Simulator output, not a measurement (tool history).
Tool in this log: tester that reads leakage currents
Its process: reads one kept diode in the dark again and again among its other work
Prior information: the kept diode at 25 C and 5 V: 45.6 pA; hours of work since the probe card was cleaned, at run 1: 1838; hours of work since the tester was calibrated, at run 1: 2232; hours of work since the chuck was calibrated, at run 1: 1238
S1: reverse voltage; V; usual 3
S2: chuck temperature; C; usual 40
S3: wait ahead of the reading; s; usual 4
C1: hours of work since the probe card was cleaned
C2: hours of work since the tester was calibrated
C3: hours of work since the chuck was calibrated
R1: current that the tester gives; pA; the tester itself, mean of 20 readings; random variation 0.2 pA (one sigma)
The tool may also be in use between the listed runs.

run	day	S1	S2	S3	C1	C2	C3	R1
1	0	3	40	4	1838	2232	1238	121.16
2	2.062	3	40	4	1875	2270	1276	121.53
3	5.225	3	40	4	1934	2328	1334	120.77
4	9.062	3	40	4	2004	2398	1404	121.07
5	12.533	3	40	4	2068	2462	1468	120.81
6	16.129	5.98	40	4	2134	2528	1534	168.47
7	18.388	3	31	4	2175	2570	1576	62.41
8	20.117	17.23	40	4	2207	2601	1608	287.55
# day 20.492: chuck's temperature calibrated
9	21.938	3	40	4	2239	2633	27	118.49
10	23.808	5.89	24	0.98	2273	2668	61	54.42
11	27.404	5.89	46	0.98	2339	2734	127	252.82
12	30.008	5.89	46	0.98	2387	2782	175	252.76
13	32.558	3.14	40	4	2434	2828	222	120.74
14	36.692	3.14	40	4	2510	2904	298	120.87
15	40.417	7.57	40	1.52	2578	2973	366	187.62
16	42.271	5.47	29	6.92	2612	3007	400	73.18
# day 43.342: chuck's temperature calibrated, once more
# day 44.246: probe card cleaned and baked
17	46.533	5.47	29	6.92	42	3081	56	65.88

Predict each of these 3 candidate next runs independently; none follows another, all start after run 17:
A	48.558	4.84	40	4	79	3118	94	?
B	48.558	8.82	29	1.13	79	3118	94	?
C	48.558	6.23	22	5.79	79	3118	94	?

run	R1
A	150.02
B	83.71
C	39.27
Without the tool's hidden state the same runs would have given:
run	R1
A	151.55
B	84.09
C	39.29
